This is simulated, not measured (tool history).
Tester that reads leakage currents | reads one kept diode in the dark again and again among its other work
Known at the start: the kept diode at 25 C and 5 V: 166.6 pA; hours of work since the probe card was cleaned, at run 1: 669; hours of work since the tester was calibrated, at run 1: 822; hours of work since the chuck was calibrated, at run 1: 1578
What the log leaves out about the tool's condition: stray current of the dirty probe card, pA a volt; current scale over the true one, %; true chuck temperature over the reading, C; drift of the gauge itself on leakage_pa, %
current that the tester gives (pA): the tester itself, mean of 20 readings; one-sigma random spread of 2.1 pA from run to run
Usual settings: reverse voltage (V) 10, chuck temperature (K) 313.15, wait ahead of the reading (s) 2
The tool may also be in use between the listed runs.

| run | day | reverse voltage (V) | chuck temperature (K) | wait ahead of the reading (s) | hours of work since the probe card was cleaned | hours of work since the tester was calibrated | hours of work since the chuck was calibrated | current that the tester gives (pA) |
|---|---|---|---|---|---|---|---|---|
| 1 | 0 | 10 | 313.15 | 2 | 669 | 822 | 1578 | 703.15 |
| 2 | 1.592 | 10 | 313.15 | 2 | 691 | 844 | 1601 | 700.35 |
| 3 | 2.758 | 10 | 313.15 | 2 | 707 | 861 | 1617 | 702.04 |
| 4 | 4.104 | 10 | 313.15 | 2 | 726 | 879 | 1636 | 705.1 |
| 5 | 4.912 | 10 | 313.15 | 2 | 737 | 891 | 1647 | 702.48 |
| 6 | 6.292 | 10 | 313.15 | 2 | 756 | 910 | 1666 | 707.43 |
| 7 | 7.15 | 10 | 313.15 | 2 | 768 | 922 | 1678 | 702.75 |
| 8 | 8.262 | 10 | 313.15 | 2 | 784 | 937 | 1694 | 708 |
| 9 | 9.508 | 10 | 313.15 | 2 | 801 | 955 | 1711 | 704.27 |
| 10 | 10.467 | 10 | 313.15 | 2 | 815 | 968 | 1725 | 702.38 |
| 11 | 12.046 | 10 | 313.15 | 2 | 837 | 990 | 1747 | 705.6 |
| 12 | 13.5 | 10 | 293.15 | 2 | 857 | 1011 | 1767 | 157.66 |
| 13 | 14.246 | 10 | 318.15 | 2 | 868 | 1021 | 1777 | 990.76 |
| 14 | 15.262 | 10 | 318.15 | 2 | 882 | 1035 | 1792 | 992.29 |
| 15 | 16.546 | 10 | 318.15 | 2 | 900 | 1053 | 1810 | 993.2 |
| 16 | 17.821 | 10 | 318.15 | 2 | 918 | 1071 | 1827 | 994.31 |
| 17 | 19.208 | 10 | 313.15 | 2 | 937 | 1090 | 1847 | 700.84 |
| 18 | 20.196 | 2.9 | 313.15 | 2 | 951 | 1104 | 1861 | 388.63 |
| 19 | 21.396 | 2.9 | 313.15 | 2 | 967 | 1121 | 1877 | 385.59 |
| 20 | 22.575 | 2.9 | 296.15 | 2 | 984 | 1137 | 1894 | 109.65 |
| 21 | 23.458 | 3.2 | 308.15 | 1.71 | 996 | 1150 | 1906 | 283.7 |
| 22 | 24.483 | 3.2 | 308.15 | 1.71 | 1011 | 1164 | 1920 | 284.16 |
| 23 | 25.954 | 1.3 | 332.15 | 0.76 | 1031 | 1185 | 1941 | 919.08 |
| 24 | 27.55 | 2.5 | 295.15 | 0.34 | 1053 | 1207 | 1963 | 94.63 |
|  | 28.217 | chuck's temperature calibrated |
| 25 | 28.533 | 10 | 301.15 | 5.57 | 1066 | 1220 | 4 | 293.03 |
| 26 | 29.504 | 3.8 | 294.15 | 0.65 | 1080 | 1233 | 18 | 107.43 |
| 27 | 30.492 | 7.4 | 297.15 | 2 | 1093 | 1247 | 32 | 187.15 |
| 28 | 32.112 | 7.4 | 320.15 | 0.7 | 1116 | 1270 | 54 | 980.47 |
| 29 | 32.983 | 7.4 | 320.15 | 0.7 | 1128 | 1282 | 67 | 982.39 |
| 30 | 34.262 | 3.1 | 320.15 | 2 | 1146 | 1300 | 85 | 643.37 |
| 31 | 35.854 | 1.1 | 320.15 | 3.03 | 1168 | 1322 | 107 | 390.69 |
| 32 | 36.867 | 2.1 | 313.15 | 2 | 1182 | 1336 | 121 | 331.04 |
| 33 | 38.429 | 1.1 | 312.15 | 0.45 | 1204 | 1358 | 143 | 224.12 |
| 34 | 39.338 | 1.2 | 295.15 | 2 | 1217 | 1370 | 155 | 66.13 |
| 35 | 40.142 | 1.2 | 295.15 | 2 | 1228 | 1382 | 167 | 66.33 |
| 36 | 41.738 | 10 | 293.15 | 4.81 | 1250 | 1404 | 189 | 157.69 |
| 37 | 42.842 | 2 | 296.15 | 0.36 | 1266 | 1419 | 204 | 91.14 |
| 38 | 43.929 | 10 | 297.15 | 4.91 | 1281 | 1435 | 220 | 216.97 |
| 39 | 45.15 | 10 | 297.15 | 4.91 | 1298 | 1452 | 237 | 214.7 |
| 40 | 46.217 | 6.5 | 310.15 | 2 | 1313 | 1467 | 251 | 462.47 |

What if the next run were any one of these 3? Each begins from the tool's condition after run 40:
| A | 46.925 | 10.7 | 313.15 | 2 | 1323 | 1476 | 261 | ? |
| B | 46.925 | 13.4 | 328.15 | 8.03 | 1323 | 1476 | 261 | ? |
| C | 46.925 | 7.5 | 328.15 | 1.21 | 1323 | 1476 | 261 | ? |

| run | current that the tester gives (pA) |
|---|---|
| A | 724.82 |
| B | 2216.77 |
| C | 1657.86 |
The same runs, with their run-to-run variation unchanged, on a tool lacking any hidden condition would have given:
| run | current that the tester gives (pA) |
|---|---|
| A | 724.75 |
| B | 2216.59 |
| C | 1657.73 |
